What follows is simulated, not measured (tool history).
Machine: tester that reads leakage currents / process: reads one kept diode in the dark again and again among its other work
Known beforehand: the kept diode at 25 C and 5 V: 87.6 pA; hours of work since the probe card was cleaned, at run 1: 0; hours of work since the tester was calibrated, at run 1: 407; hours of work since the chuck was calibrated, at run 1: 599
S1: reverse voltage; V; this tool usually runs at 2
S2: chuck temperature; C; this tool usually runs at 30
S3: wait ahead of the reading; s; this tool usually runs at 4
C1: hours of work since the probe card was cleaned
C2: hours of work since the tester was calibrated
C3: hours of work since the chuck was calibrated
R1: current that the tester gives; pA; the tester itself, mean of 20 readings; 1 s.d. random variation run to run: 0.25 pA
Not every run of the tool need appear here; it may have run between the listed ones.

{"run": 1, "hour": 0.0, "S1": 2, "S2": 30, "S3": 4, "C1": 0, "C2": 407, "C3": 599, "R1": 80.59}
{"run": 2, "hour": 21.6, "S1": 2, "S2": 30, "S3": 4, "C1": 16, "C2": 423, "C3": 615, "R1": 80.44}
{"hour": 41.4, "done": "chuck's temperature calibrated"}
{"run": 3, "hour": 54.7, "S1": 2, "S2": 30, "S3": 4, "C1": 39, "C2": 446, "C3": 10, "R1": 81.07}
{"run": 4, "hour": 83.0, "S1": 2, "S2": 30, "S3": 4, "C1": 60, "C2": 467, "C3": 31, "R1": 81.33}
{"run": 5, "hour": 113.9, "S1": 2, "S2": 30, "S3": 4, "C1": 83, "C2": 490, "C3": 54, "R1": 81.33}
{"run": 6, "hour": 150.2, "S1": 2, "S2": 30, "S3": 4, "C1": 110, "C2": 517, "C3": 81, "R1": 80.92}
{"run": 7, "hour": 179.5, "S1": 2, "S2": 30, "S3": 4, "C1": 132, "C2": 539, "C3": 103, "R1": 80.9}
{"run": 8, "hour": 216.7, "S1": 1.88, "S2": 30, "S3": 1.06, "C1": 159, "C2": 567, "C3": 130, "R1": 78.13}
{"run": 9, "hour": 243.4, "S1": 1.88, "S2": 30, "S3": 1.06, "C1": 179, "C2": 586, "C3": 150, "R1": 78.33}
{"run": 10, "hour": 264.7, "S1": 1.88, "S2": 42, "S3": 1.06, "C1": 195, "C2": 602, "C3": 166, "R1": 226.47}
{"run": 11, "hour": 297.0, "S1": 1.88, "S2": 42, "S3": 1.06, "C1": 219, "C2": 626, "C3": 190, "R1": 224.45}
{"run": 12, "hour": 323.1, "S1": 8.54, "S2": 30, "S3": 1.95, "C1": 239, "C2": 646, "C3": 209, "R1": 194.17}

What if the next run were any one of these 4? Each begins from the tool's condition after run 12:
{"run": "A", "hour": 346.1, "S1": 3.12, "S2": 26, "S3": 9.54, "C1": 256, "C2": 663, "C3": 226, "R1": "?"}
{"run": "B", "hour": 346.1, "S1": 9.66, "S2": 26, "S3": 3.81, "C1": 256, "C2": 663, "C3": 226, "R1": "?"}
{"run": "C", "hour": 346.1, "S1": 2, "S2": 22, "S3": 4, "C1": 256, "C2": 663, "C3": 226, "R1": "?"}
{"run": "D", "hour": 346.1, "S1": 1.87, "S2": 30, "S3": 5.21, "C1": 256, "C2": 663, "C3": 226, "R1": "?"}

run=A R1=72.92
run=B R1=143.38
run=C R1=38.17
run=D R1=78.09
With the hidden condition removed and each run's random variation left untouched, the same runs would have given:
run=A R1=72.97
run=B R1=143.45
run=C R1=38.19
run=D R1=78.15
